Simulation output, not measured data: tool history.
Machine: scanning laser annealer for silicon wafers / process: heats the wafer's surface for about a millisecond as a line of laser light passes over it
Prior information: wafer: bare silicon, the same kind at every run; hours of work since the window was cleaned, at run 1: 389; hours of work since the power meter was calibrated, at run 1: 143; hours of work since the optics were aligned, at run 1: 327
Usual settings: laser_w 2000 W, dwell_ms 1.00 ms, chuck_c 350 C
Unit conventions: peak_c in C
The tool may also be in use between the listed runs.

| run | day | laser_w | dwell_ms | chuck_c | hours of work since the window was cleaned | hours of work since the power meter was calibrated | hours of work since the optics were aligned | peak_c |
|---|---|---|---|---|---|---|---|---|
| 1 | 0.000 | 2000 | 1.00 | 350 | 389 | 143 | 327 | 1112 |
| 2 | 0.425 | 2000 | 1.00 | 350 | 394 | 148 | 332 | 1117 |
| 3 | 1.008 | 2000 | 1.00 | 350 | 400 | 154 | 339 | 1113 |
| 4 | 1.888 | 2000 | 1.00 | 310 | 410 | 164 | 349 | 1071 |
| 5 | 2.496 | 1952 | 1.00 | 350 | 417 | 171 | 356 | 1093 |
| 6 | 2.996 | 1952 | 1.00 | 350 | 423 | 177 | 361 | 1092 |
| 7 | 3.408 | 1952 | 1.00 | 350 | 428 | 182 | 366 | 1093 |
| 8 | 3.975 | 1952 | 1.00 | 350 | 434 | 188 | 373 | 1095 |
| 9 | 4.508 | 1952 | 1.09 | 350 | 440 | 194 | 379 | 1120 |
| 10 | 5.029 | 2000 | 1.00 | 350 | 446 | 200 | 385 | 1108 |
| 11 | 5.617 | 2000 | 1.00 | 350 | 453 | 207 | 391 | 1109 |
| 12 | 6.104 | 2000 | 1.00 | 350 | 458 | 212 | 397 | 1106 |
| 13 | 6.754 | 2000 | 1.00 | 350 | 466 | 220 | 404 | 1106 |
| 14 | 7.517 | 2000 | 1.00 | 350 | 474 | 228 | 413 | 1107 |
| 15 | 8.508 | 2000 | 1.00 | 350 | 486 | 240 | 424 | 1106 |
| 16 | 9.275 | 2000 | 1.00 | 344 | 494 | 248 | 433 | 1100 |
| 17 | 9.967 | 1928 | 1.05 | 350 | 502 | 256 | 441 | 1100 |
| 18 | 10.725 | 1827 | 0.79 | 350 | 511 | 265 | 450 | 973 |
| 19 | 11.417 | 1827 | 0.79 | 350 | 519 | 273 | 457 | 973 |
| 20 | 12.112 | 1827 | 0.79 | 350 | 527 | 281 | 465 | 976 |
| 21 | 13.017 | 1827 | 0.79 | 350 | 537 | 291 | 476 | 975 |
| 22 | 13.600 | 1827 | 0.79 | 350 | 544 | 298 | 482 | 973 |
| 23 | 14.367 | 2000 | 1.00 | 340 | 552 | 306 | 491 | 1094 |
| 24 | 15.167 | 2058 | 0.90 | 340 | 562 | 316 | 500 | 1074 |
| 25 | 15.679 | 2058 | 0.90 | 340 | 567 | 321 | 506 | 1076 |
| 26 | 16.671 | 2058 | 0.90 | 340 | 579 | 333 | 517 | 1079 |
| 27 | 17.604 | 1786 | 1.17 | 327 | 589 | 343 | 528 | 1050 |
| 28 | 18.392 | 1786 | 1.17 | 327 | 598 | 352 | 537 | 1053 |
| 29 | 18.867 | 1882 | 1.00 | 334 | 604 | 358 | 542 | 1044 |
| 30 | 19.292 | 1882 | 1.16 | 368 | 609 | 363 | 547 | 1127 |
| 31 | 20.042 | 1882 | 1.16 | 368 | 617 | 371 | 556 | 1124 |

Below, some changes in peak_c between adjacent runs. For each, the amount present without the hidden state too (settings, incoming material, random variation) and the amount remaining for the hidden state with gauge scatter not shared by both compared results:
Unlogged tool condition in this case: light that passes the window, % of a clean one's; laser's true power over the reading, %; width of the line over the set one, %; drift of the gauge itself on peak_c, C.
Run 17 -> 18: laser_w 1928 -> 1827, dwell_ms 1.05 -> 0.79. peak_c -127 C: hidden state +4, all else -131.
Run 22 -> 23: laser_w 1827 -> 2000, dwell_ms 0.79 -> 1.00, chuck_c 350 -> 340. peak_c +121 C: hidden state -7, all else +128.
Run 29 -> 30: dwell_ms 1.00 -> 1.16, chuck_c 334 -> 368. peak_c +83 C: hidden state -2, all else +85.

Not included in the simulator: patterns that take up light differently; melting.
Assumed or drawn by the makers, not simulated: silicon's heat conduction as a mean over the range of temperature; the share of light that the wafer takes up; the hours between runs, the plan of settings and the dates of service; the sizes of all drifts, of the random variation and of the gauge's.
